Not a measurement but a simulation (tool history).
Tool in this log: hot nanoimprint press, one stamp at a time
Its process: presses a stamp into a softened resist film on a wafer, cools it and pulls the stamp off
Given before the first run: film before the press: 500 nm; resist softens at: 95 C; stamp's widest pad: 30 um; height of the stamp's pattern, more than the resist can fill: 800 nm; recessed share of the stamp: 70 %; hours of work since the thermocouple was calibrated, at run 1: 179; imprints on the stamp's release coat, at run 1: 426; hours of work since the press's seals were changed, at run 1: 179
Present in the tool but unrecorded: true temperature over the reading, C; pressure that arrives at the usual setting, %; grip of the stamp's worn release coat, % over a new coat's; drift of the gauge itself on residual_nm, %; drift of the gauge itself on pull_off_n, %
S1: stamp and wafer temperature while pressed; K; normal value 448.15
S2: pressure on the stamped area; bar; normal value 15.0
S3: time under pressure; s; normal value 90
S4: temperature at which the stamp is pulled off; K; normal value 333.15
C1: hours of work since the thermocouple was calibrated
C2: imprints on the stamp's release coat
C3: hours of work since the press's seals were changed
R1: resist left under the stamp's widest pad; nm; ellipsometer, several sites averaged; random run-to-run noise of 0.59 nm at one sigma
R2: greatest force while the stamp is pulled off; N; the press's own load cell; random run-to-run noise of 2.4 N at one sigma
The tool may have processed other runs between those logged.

run,hour,S1,S2,S3,S4,C1,C2,C3,R1,R2
1,0.0,448.15,15.0,90,333.15,179,426,179,257.4,111
2,8.9,448.15,15.0,90,325.15,184,462,184,258.1,120
3,19.3,448.15,15.0,90,325.15,189,504,189,258.7,117
4,27.5,448.15,15.0,90,333.15,193,537,193,258.1,109
5,32.2,448.15,15.0,152,333.15,195,556,195,220.1,109
6,40.3,448.15,15.0,152,333.15,200,588,200,220.7,111
7,51.1,448.15,15.0,152,333.15,205,632,205,220.6,111
8,58.1,448.15,15.0,152,333.15,209,660,209,220.0,111
9,68.4,448.15,15.0,152,333.15,214,701,214,220.0,115
10,75.1,448.15,15.0,152,333.15,217,728,217,220.0,113
11,81.3,448.15,15.0,152,333.15,220,753,220,219.5,110
12,89.5,448.15,15.0,152,333.15,224,786,224,219.7,110
13,99.5,447.15,15.0,152,333.15,229,826,229,225.3,112
14,107.9,448.15,15.0,90,333.15,234,860,234,259.7,111
15,118.0,448.15,15.0,67,333.15,239,901,239,283.2,109
16,125.7,448.15,17.6,90,333.15,243,931,243,237.9,112
17,130.7,451.15,10.2,133,326.15,245,951,245,267.7,121
18,139.7,451.15,10.2,133,326.15,250,988,250,268.5,118
19,146.2,455.15,22.0,49,333.15,253,1014,253,216.7,111
20,152.5,459.15,11.9,124,322.15,256,1039,256,211.4,122
21,163.6,459.15,11.9,124,331.15,262,1084,262,212.3,116
22,170.0,459.15,11.9,124,331.15,265,1110,265,211.9,119
23,177.4,439.15,12.3,90,333.15,269,1139,269,346.4,110
24,186.4,439.15,12.3,90,333.15,273,1176,273,347.1,112
25,197.6,448.15,10.9,90,325.15,279,1221,279,308.1,123
26,205.3,439.15,10.9,90,325.15,283,1252,283,363.8,120
27,213.2,439.15,15.0,90,321.15,287,1283,287,318.0,126
28,224.5,439.15,15.0,90,321.15,292,1329,292,319.7,125
29,235.6,451.15,16.1,90,321.15,298,1373,298,235.9,128
30,246.4,440.15,16.1,56,321.15,303,1417,303,341.5,124

Forecast run 31:
# hour 252.1: plate thermocouple calibrated
31,254.7,440.15,16.1,56,321.15,1,1438,306,?,?

{"run 31": {"R1": 340.7, "R2": 128}}
Take away the tool's hidden state, keep the run-to-run variation as it was, and the same run would have given R1 335.6 nm, R2 128 N.
